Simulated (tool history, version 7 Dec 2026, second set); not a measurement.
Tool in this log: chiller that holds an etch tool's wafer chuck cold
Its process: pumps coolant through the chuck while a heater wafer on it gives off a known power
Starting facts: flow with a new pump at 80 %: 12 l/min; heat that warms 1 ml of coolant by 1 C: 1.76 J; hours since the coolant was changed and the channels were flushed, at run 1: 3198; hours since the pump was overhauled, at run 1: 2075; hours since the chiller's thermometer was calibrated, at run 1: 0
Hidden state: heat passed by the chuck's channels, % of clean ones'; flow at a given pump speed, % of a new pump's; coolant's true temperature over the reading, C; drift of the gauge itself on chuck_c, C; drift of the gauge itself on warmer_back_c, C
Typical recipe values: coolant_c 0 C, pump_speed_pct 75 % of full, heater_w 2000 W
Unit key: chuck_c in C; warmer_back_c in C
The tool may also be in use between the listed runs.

| run | day | coolant_c | pump_speed_pct | heater_w | hours since the coolant was changed and the channels were flushed | hours since the pump was overhauled | hours since the chiller's thermometer was calibrated | chuck_c | warmer_back_c |
|---|---|---|---|---|---|---|---|---|---|
| 1 | 0 | 0 | 75 | 2000 | 3198 | 2075 | 0 | 23.2 | 6.43 |
| 2 | 1.542 | 0 | 75 | 2000 | 3235 | 2112 | 37 | 23.3 | 6.46 |
| 3 | 3.208 | 0 | 75 | 1031 | 3275 | 2152 | 77 | 12.1 | 3.26 |
| 4 | 4.225 | 0 | 75 | 1031 | 3299 | 2176 | 101 | 12 | 3.39 |
| 5 | 5.858 | 0 | 66 | 1031 | 3338 | 2216 | 141 | 13.2 | 3.73 |
| 6 | 7.675 | 0 | 66 | 1107 | 3382 | 2259 | 184 | 14.2 | 4.09 |
| 7 | 8.617 | 0 | 66 | 1107 | 3404 | 2282 | 207 | 14 | 4 |
| 8 | 9.783 | 0 | 92 | 2000 | 3433 | 2310 | 235 | 20.5 | 5.19 |
| 9 | 11.975 | -5 | 92 | 2000 | 3485 | 2362 | 287 | 15.3 | 5.22 |
| 10 | 13.308 | 7 | 75 | 1052 | 3517 | 2394 | 319 | 19.3 | 3.36 |
| 11 | 15.429 | 7 | 75 | 1052 | 3568 | 2445 | 370 | 19.2 | 3.42 |
| 12 | 17.517 | 9 | 75 | 1047 | 3618 | 2495 | 420 | 21.2 | 3.36 |
| 13 | 18.971 | 9 | 75 | 1047 | 3653 | 2530 | 455 | 21.4 | 3.37 |
| 14 | 21.038 | 9 | 75 | 1409 | 3703 | 2580 | 505 | 25.7 | 4.55 |
| 15 | 22.971 | -10 | 95 | 1759 | 3749 | 2626 | 551 | 7.7 | 4.4 |
| 16 | 24.238 | 7 | 61 | 2000 | 3779 | 2657 | 582 | 34.2 | 8.07 |
| 17 | 25.967 | -3 | 61 | 2000 | 3821 | 2698 | 623 | 24.4 | 8.13 |

Predict each of these 4 candidate next runs independently; none follows another, all start after run 17:
| A | 27.933 | 8 | 73 | 1666 | 3868 | 2745 | 670 | ? | ? |
| B | 27.933 | -5 | 84 | 1551 | 3868 | 2745 | 670 | ? | ? |
| C | 27.933 | -7 | 75 | 2000 | 3868 | 2745 | 670 | ? | ? |
| D | 27.933 | 5 | 88 | 1217 | 3868 | 2745 | 670 | ? | ? |

| run | chuck_c | warmer_back_c |
|---|---|---|
| A | 28.1 | 5.59 |
| B | 12 | 4.5 |
| C | 16.6 | 6.48 |
| D | 17.9 | 3.36 |
Without the tool's hidden state the same runs would have given:
| run | chuck_c | warmer_back_c |
|---|---|---|
| A | 25.7 | 5.24 |
| B | 10 | 4.22 |
| C | 13.7 | 6.07 |
| D | 16.4 | 3.15 |

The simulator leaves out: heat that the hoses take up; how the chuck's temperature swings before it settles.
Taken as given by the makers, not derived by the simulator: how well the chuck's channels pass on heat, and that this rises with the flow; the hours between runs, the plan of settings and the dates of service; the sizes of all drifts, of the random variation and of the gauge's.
